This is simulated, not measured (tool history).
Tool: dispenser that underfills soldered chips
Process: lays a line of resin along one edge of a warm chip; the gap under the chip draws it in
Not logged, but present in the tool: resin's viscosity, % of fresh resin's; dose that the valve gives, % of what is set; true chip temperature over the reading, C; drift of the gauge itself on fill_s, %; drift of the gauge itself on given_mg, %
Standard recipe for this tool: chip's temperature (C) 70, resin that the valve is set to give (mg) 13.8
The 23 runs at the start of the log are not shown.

run     day  chip's temperature (C)  resin that the valve is set to give (mg)  hours of work since the syringe was changed  hours of work since the valve was cleaned  hours of work since the stage was calibrated  time until the resin shows at the far edge (s)  resin that the valve gave (mg)
      8.075  -- new syringe of resin
 24   8.142                      84                                      16.8                                            1                                         58                                           476                                            80.8                           15.93
 25   8.517                      80                                      12.9                                            8                                         65                                           483                                           157.5                           12.30
      8.675  -- new syringe of resin
 26   8.783                      80                                      12.9                                            2                                         69                                           487                                            99.1                           12.15
      9.271  -- new syringe of resin
 27   9.271                      74                                      13.1                                            0                                         78                                           496                                           108.5                           12.27
 28   9.579                      78                                      13.1                                            6                                         83                                           501                                           145.4                           12.07
      9.862  -- new syringe of resin
 29   9.992                      78                                      13.1                                            2                                         91                                           509                                           109.6                           11.95
     10.250  -- dispensing valve cleaned and set on the balance
 30  10.312                      78                                      13.1                                            7                                          1                                           514                                           160.9                           13.00
     10.508  -- new syringe of resin
 31  10.562                      75                                      14.3                                            1                                          5                                           518                                           105.6                           14.19
 32  11.075                      75                                      14.3                                           10                                         15                                           527                                           217.8                           14.23
     11.125  -- new syringe of resin
 33  11.442                      81                                      13.0                                            6                                         21                                           534                                           131.0                           12.77
     11.725  -- new syringe of resin
 34  11.779                      58                                      12.2                                            1                                         27                                           539                                           202.5                           12.01

Forecast each of these 3 alternatives for the next run:
  A  12.250                      68                                      12.2                                            9                                         35                                           548                                               ?                               ?
  B  12.250                      58                                      13.0                                            9                                         35                                           548                                               ?                               ?
  C  12.250                      64                                      17.8                                            9                                         35                                           548                                               ?                               ?

run  time until the resin shows at the far edge (s)  resin that the valve gave (mg)
  A                                           281.8                           11.85
  B                                           391.8                           12.59
  C                                           310.6                           17.22
With no hidden state in the tool, these same runs would have given:
run  time until the resin shows at the far edge (s)  resin that the valve gave (mg)
  A                                           122.9                           12.21
  B                                           170.1                           12.97
  C                                           135.6                           17.74
